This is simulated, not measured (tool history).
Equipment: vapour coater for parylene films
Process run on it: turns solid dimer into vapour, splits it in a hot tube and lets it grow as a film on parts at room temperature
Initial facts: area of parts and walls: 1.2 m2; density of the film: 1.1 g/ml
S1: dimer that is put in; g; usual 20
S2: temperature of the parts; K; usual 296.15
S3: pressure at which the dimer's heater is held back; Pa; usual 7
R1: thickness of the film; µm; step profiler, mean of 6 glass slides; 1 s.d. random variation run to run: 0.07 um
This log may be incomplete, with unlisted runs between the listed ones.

run	hour	S1	S2	S3	R1
1	0	20	296.15	7	8.01
2	31.2	20	296.15	7	7.79
3	82.3	20	296.15	7	7.83
4	136.4	20	296.15	5.26	8.42
5	177.2	20	296.15	5.26	8.25
6	222.3	20	296.15	7	7.78
7	246.7	20	292.15	7	8.87
# hour 281.8: trap's valve overhauled
8	293.7	20	292.15	7	8.46
9	345.1	20	296.15	7	7.59
# hour 382.4: trap's valve overhauled, once more
10	403.6	20	296.15	7	8.45
11	451.5	20	296.15	7	8.48
12	476.3	17	296.15	7	7.06
13	511.4	17	296.15	7	7.14
14	546.7	17	296.15	7	7.08
15	590.1	29	296.15	7	11.89
16	625.5	29	296.15	11.4	10.56
17	663.5	29	296.15	11.4	10.69
18	708.3	10	296.15	9.85	3.78
19	743.3	10	296.15	9.85	3.74
20	796	10	296.15	4.6	4.43
21	844.4	20	290.15	2.67	12.12
22	878.4	22	296.15	7	8.75
23	929.8	34	301.15	9.65	10.57
24	983.2	34	301.15	9.65	10.5
25	1029.3	11	288.15	10.85	5.09

Table of differences, measured result less the result of that run with no hidden state. Run-to-run variation is the same in both. Gauge scatter possibly is not:
Hidden state at play: vapour lost through the trap's worn valve, %; true temperature of the parts over the reading, C; drift of the gauge itself on film_um, %.
run	R1
1	-0.49
2	-0.52
3	-0.57
4	-0.68
5	-0.71
6	-0.72
7	-0.84
8	-1.12
9	-1.06
10	+0.01
11	-0.02
12	-0.04
13	-0.07
14	-0.11
15	-0.25
16	-0.27
17	-0.32
18	-0.14
19	-0.16
20	-0.21
21	-0.67
22	-0.52
23	-0.69
24	-0.77
25	-0.4

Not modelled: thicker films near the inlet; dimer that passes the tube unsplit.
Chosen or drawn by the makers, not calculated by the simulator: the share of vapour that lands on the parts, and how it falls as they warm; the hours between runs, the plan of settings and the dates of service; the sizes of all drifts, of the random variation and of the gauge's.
